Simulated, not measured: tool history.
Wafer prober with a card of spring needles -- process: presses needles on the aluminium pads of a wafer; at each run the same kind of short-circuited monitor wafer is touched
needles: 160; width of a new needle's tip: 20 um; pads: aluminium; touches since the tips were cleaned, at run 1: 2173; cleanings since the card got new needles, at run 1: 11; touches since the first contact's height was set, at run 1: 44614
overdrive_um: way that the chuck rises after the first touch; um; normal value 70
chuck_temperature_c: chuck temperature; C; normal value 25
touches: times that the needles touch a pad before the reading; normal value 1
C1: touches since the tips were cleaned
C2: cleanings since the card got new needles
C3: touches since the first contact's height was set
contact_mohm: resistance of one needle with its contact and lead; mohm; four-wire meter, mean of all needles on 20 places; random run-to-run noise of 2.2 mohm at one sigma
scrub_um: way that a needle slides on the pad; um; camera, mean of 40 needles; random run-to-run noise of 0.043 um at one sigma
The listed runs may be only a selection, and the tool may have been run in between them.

run 1 hour=0 | overdrive_um=70 chuck_temperature_c=25 touches=1 | C1=2173 C2=11 C3=44614 | contact_mohm=277 scrub_um=11.23
-- hour=2.9 tips cleaned on abrasive film
-- hour=10.1 tips cleaned on abrasive film
-- hour=17.3 tips cleaned on abrasive film
-- hour=24.5 tips cleaned on abrasive film
-- hour=30.3 tips cleaned on abrasive film
-- hour=37.5 tips cleaned on abrasive film
-- hour=43.2 tips cleaned on abrasive film
-- hour=49.8 tips cleaned on abrasive film
run 2 hour=49.8 | overdrive_um=70 chuck_temperature_c=25 touches=1 | C1=0 C2=19 C3=73934 | contact_mohm=255 scrub_um=11.03
-- hour=55.5 tips cleaned on abrasive film
-- hour=62.7 tips cleaned on abrasive film
-- hour=69.9 tips cleaned on abrasive film
-- hour=75.9 height of the first contact set anew
-- hour=77.4 tips cleaned on abrasive film
-- hour=84.6 tips cleaned on abrasive film
-- hour=90.4 tips cleaned on abrasive film
-- hour=97.6 tips cleaned on abrasive film
run 3 hour=100.1 | overdrive_um=70 chuck_temperature_c=25 touches=1 | C1=1530 C2=26 C3=14262 | contact_mohm=273 scrub_um=11.27
-- hour=104.5 tips cleaned on abrasive film
-- hour=111.7 tips cleaned on abrasive film
-- hour=118.8 tips cleaned on abrasive film
-- hour=124.6 tips cleaned on abrasive film
-- hour=131.8 tips cleaned on abrasive film
run 4 hour=133.8 | overdrive_um=70 chuck_temperature_c=25 touches=1 | C1=1181 C2=31 C3=34118 | contact_mohm=272 scrub_um=11.22
-- hour=138.1 tips cleaned on abrasive film
-- hour=145.3 tips cleaned on abrasive film
-- hour=152.5 tips cleaned on abrasive film
-- hour=159.7 tips cleaned on abrasive film
-- hour=166.9 tips cleaned on abrasive film
-- hour=172.7 tips cleaned on abrasive film
-- hour=178.5 tips cleaned on abrasive film
run 5 hour=178.5 | overdrive_um=70 chuck_temperature_c=25 touches=2 | C1=0 C2=38 C3=60478 | contact_mohm=249 scrub_um=11.1
-- hour=184.3 tips cleaned on abrasive film
-- hour=191.5 tips cleaned on abrasive film
-- hour=198.7 tips cleaned on abrasive film
-- hour=204.4 tips cleaned on abrasive film
-- hour=211.6 tips cleaned on abrasive film
-- hour=217.4 tips cleaned on abrasive film
run 6 hour=218.1 | overdrive_um=70 chuck_temperature_c=25 touches=1 | C1=403 C2=44 C3=83807 | contact_mohm=264 scrub_um=11.07
-- hour=223.8 tips cleaned on abrasive film
-- hour=227 height of the first contact set anew
-- hour=231.3 tips cleaned on abrasive film
-- hour=238.5 tips cleaned on abrasive film
-- hour=245.7 tips cleaned on abrasive film
-- hour=252.9 tips cleaned on abrasive film
-- hour=260.1 tips cleaned on abrasive film
run 7 hour=262.1 | overdrive_um=70 chuck_temperature_c=25 touches=1 | C1=1209 C2=50 C3=20731 | contact_mohm=273 scrub_um=11.22
-- hour=266.5 tips cleaned on abrasive film
-- hour=272.2 tips cleaned on abrasive film
-- hour=279.4 tips cleaned on abrasive film
-- hour=286.6 tips cleaned on abrasive film
-- hour=293.8 tips cleaned on abrasive film
run 8 hour=294.5 | overdrive_um=70 chuck_temperature_c=25 touches=1 | C1=449 C2=55 C3=39854 | contact_mohm=262 scrub_um=11.13
-- hour=300.3 tips cleaned on abrasive film
-- hour=307.5 tips cleaned on abrasive film
-- hour=314.7 tips cleaned on abrasive film
-- hour=321.9 tips cleaned on abrasive film
run 9 hour=322.8 | overdrive_um=70 chuck_temperature_c=25 touches=1 | C1=546 C2=59 C3=56527 | contact_mohm=264 scrub_um=11.05
-- hour=328.6 tips cleaned on abrasive film
-- hour=335.8 tips cleaned on abrasive film
-- hour=341.5 tips cleaned on abrasive film
-- hour=348.7 tips cleaned on abrasive film
-- hour=355.9 tips cleaned on abrasive film
-- hour=361.7 tips cleaned on abrasive film
-- hour=368.9 tips cleaned on abrasive film
-- hour=374.6 tips cleaned on abrasive film
-- hour=377.8 height of the first contact set anew
run 10 hour=379.5 | overdrive_um=70 chuck_temperature_c=25 touches=3 | C1=2749 C2=67 C3=1052 | contact_mohm=266 scrub_um=11.32
-- hour=381 tips cleaned on abrasive film
-- hour=388.2 tips cleaned on abrasive film
-- hour=394 tips cleaned on abrasive film
-- hour=401.2 tips cleaned on abrasive film
-- hour=407 tips cleaned on abrasive film
-- hour=413.5 tips cleaned on abrasive film
run 11 hour=413.5 | overdrive_um=70 chuck_temperature_c=54 touches=1 | C1=0 C2=73 C3=21016 | contact_mohm=264 scrub_um=11.22
-- hour=420.7 tips cleaned on abrasive film
-- hour=427.8 tips cleaned on abrasive film
-- hour=435 tips cleaned on abrasive film
-- hour=440.8 tips cleaned on abrasive film
-- hour=448 tips cleaned on abrasive film
-- hour=453.8 tips cleaned on abrasive film
-- hour=461 tips cleaned on abrasive film
-- hour=468.1 tips cleaned on abrasive film
-- hour=473.9 tips cleaned on abrasive film
run 12 hour=477 | overdrive_um=52 chuck_temperature_c=54 touches=1 | C1=1858 C2=82 C3=58523 | contact_mohm=322 scrub_um=8.22
-- hour=479.9 tips cleaned on abrasive film
-- hour=485.7 tips cleaned on abrasive film
-- hour=492.9 tips cleaned on abrasive film
-- hour=498.7 tips cleaned on abrasive film
-- hour=505.9 tips cleaned on abrasive film
-- hour=511.6 tips cleaned on abrasive film
-- hour=518.5 tips cleaned on abrasive film
run 13 hour=518.5 | overdrive_um=87 chuck_temperature_c=32 touches=2 | C1=0 C2=89 C3=82948 | contact_mohm=255 scrub_um=13.84
-- hour=524.3 tips cleaned on abrasive film
-- hour=528.8 height of the first contact set anew
-- hour=531.8 tips cleaned on abrasive film
-- hour=539 tips cleaned on abrasive film
-- hour=544.7 tips cleaned on abrasive film
-- hour=551.9 tips cleaned on abrasive film
-- hour=559.1 tips cleaned on abrasive film
run 14 hour=564.5 | overdrive_um=87 chuck_temperature_c=32 touches=2 | C1=3245 C2=95 C3=21070 | contact_mohm=266 scrub_um=14.05
-- hour=566.1 tips cleaned on abrasive film
-- hour=573.2 tips cleaned on abrasive film
-- hour=579 tips cleaned on abrasive film
-- hour=586.2 tips cleaned on abrasive film
-- hour=593.4 tips cleaned on abrasive film
run 15 hour=594.7 | overdrive_um=68 chuck_temperature_c=73 touches=1 | C1=761 C2=100 C3=38807 | contact_mohm=282 scrub_um=10.84
-- hour=600.4 tips cleaned on abrasive film
-- hour=607.6 tips cleaned on abrasive film
-- hour=614.8 tips cleaned on abrasive film
-- hour=622 tips cleaned on abrasive film
-- hour=629.2 tips cleaned on abrasive film
-- hour=636.4 tips cleaned on abrasive film
run 16 hour=638.6 | overdrive_um=68 chuck_temperature_c=73 touches=1 | C1=1337 C2=106 C3=64759 | contact_mohm=291 scrub_um=10.83
-- hour=643 tips cleaned on abrasive film
-- hour=650.1 tips cleaned on abrasive film
-- hour=657.3 tips cleaned on abrasive film
-- hour=664.5 tips cleaned on abrasive film
-- hour=671.7 tips cleaned on abrasive film
-- hour=678.9 tips cleaned on abrasive film
-- hour=679.2 height of the first contact set anew
-- hour=686.4 tips cleaned on abrasive film
-- hour=693.3 tips cleaned on abrasive film
run 17 hour=693.3 | overdrive_um=64 chuck_temperature_c=71 touches=1 | C1=0 C2=114 C3=8305 | contact_mohm=271 scrub_um=10.36
-- hour=700.5 tips cleaned on abrasive film
-- hour=707.6 tips cleaned on abrasive film
-- hour=714.8 tips cleaned on abrasive film
-- hour=722 tips cleaned on abrasive film
-- hour=729.2 tips cleaned on abrasive film
-- hour=736.4 tips cleaned on abrasive film
run 18 hour=737.9 | overdrive_um=54 chuck_temperature_c=25 touches=1 | C1=916 C2=120 C3=34684 | contact_mohm=289 scrub_um=8.71
-- hour=742.3 tips cleaned on abrasive film
-- hour=749.5 tips cleaned on abrasive film
-- hour=756.7 tips cleaned on abrasive film
-- hour=763.9 tips cleaned on abrasive film
-- hour=769.9 tips cleaned on abrasive film
run 19 hour=769.9 | overdrive_um=82 chuck_temperature_c=80 touches=1 | C1=0 C2=125 C3=53495 | contact_mohm=270 scrub_um=13.16
-- hour=777 tips cleaned on abrasive film
-- hour=784.2 tips cleaned on abrasive film
-- hour=791.4 tips cleaned on abrasive film
run 20 hour=796.3 | overdrive_um=82 chuck_temperature_c=28 touches=1 | C1=2927 C2=128 C3=69151 | contact_mohm=285 scrub_um=12.98
-- hour=797.8 tips cleaned on abrasive film
-- hour=805 tips cleaned on abrasive film
-- hour=812.2 tips cleaned on abrasive film
-- hour=819.4 tips cleaned on abrasive film
-- hour=825.2 tips cleaned on abrasive film
-- hour=829.7 height of the first contact set anew
-- hour=832.6 tips cleaned on abrasive film
-- hour=839.8 tips cleaned on abrasive film
run 21 hour=840.2 | overdrive_um=82 chuck_temperature_c=28 touches=1 | C1=234 C2=135 C3=6176 | contact_mohm=259 scrub_um=13.27
-- hour=846 tips cleaned on abrasive film
-- hour=851.8 tips cleaned on abrasive film
-- hour=859 tips cleaned on abrasive film
-- hour=866.1 tips cleaned on abrasive film
run 22 hour=866.2 | overdrive_um=82 chuck_temperature_c=28 touches=1 | C1=26 C2=139 C3=21481 | contact_mohm=255 scrub_um=13.2

4 ways to go on from here, each from the tool as it stands after run 22. What would each give?
-- hour=872 tips cleaned on abrasive film
-- hour=879.2 tips cleaned on abrasive film
-- hour=886.3 tips cleaned on abrasive film
-- hour=892.1 tips cleaned on abrasive film
-- hour=899.3 tips cleaned on abrasive film
-- hour=906.5 tips cleaned on abrasive film
run A hour=909.7 | overdrive_um=72 chuck_temperature_c=28 touches=1 | C1=1917 C2=145 C3=47169 | contact_mohm=? scrub_um=?
-- hour=872 tips cleaned on abrasive film
-- hour=879.2 tips cleaned on abrasive film
-- hour=886.3 tips cleaned on abrasive film
-- hour=892.1 tips cleaned on abrasive film
-- hour=899.3 tips cleaned on abrasive film
-- hour=906.5 tips cleaned on abrasive film
run B hour=909.7 | overdrive_um=55 chuck_temperature_c=98 touches=1 | C1=1917 C2=145 C3=47169 | contact_mohm=? scrub_um=?
-- hour=872 tips cleaned on abrasive film
-- hour=879.2 tips cleaned on abrasive film
-- hour=886.3 tips cleaned on abrasive film
-- hour=892.1 tips cleaned on abrasive film
-- hour=899.3 tips cleaned on abrasive film
-- hour=906.5 tips cleaned on abrasive film
run C hour=909.7 | overdrive_um=65 chuck_temperature_c=99 touches=1 | C1=1917 C2=145 C3=47169 | contact_mohm=? scrub_um=?
-- hour=872 tips cleaned on abrasive film
-- hour=879.2 tips cleaned on abrasive film
-- hour=886.3 tips cleaned on abrasive film
-- hour=892.1 tips cleaned on abrasive film
-- hour=899.3 tips cleaned on abrasive film
-- hour=906.5 tips cleaned on abrasive film
run D hour=909.7 | overdrive_um=61 chuck_temperature_c=28 touches=3 | C1=1917 C2=145 C3=47169 | contact_mohm=? scrub_um=?

run=A contact_mohm=292 scrub_um=11.47
run=B contact_mohm=334 scrub_um=8.7
run=C contact_mohm=310 scrub_um=10.34
run=D contact_mohm=272 scrub_um=9.69
With the hidden condition removed and each run's random variation left untouched, the same runs would have given:
run=A contact_mohm=254 scrub_um=11.67
run=B contact_mohm=277 scrub_um=8.89
run=C contact_mohm=269 scrub_um=10.53
run=D contact_mohm=252 scrub_um=9.89
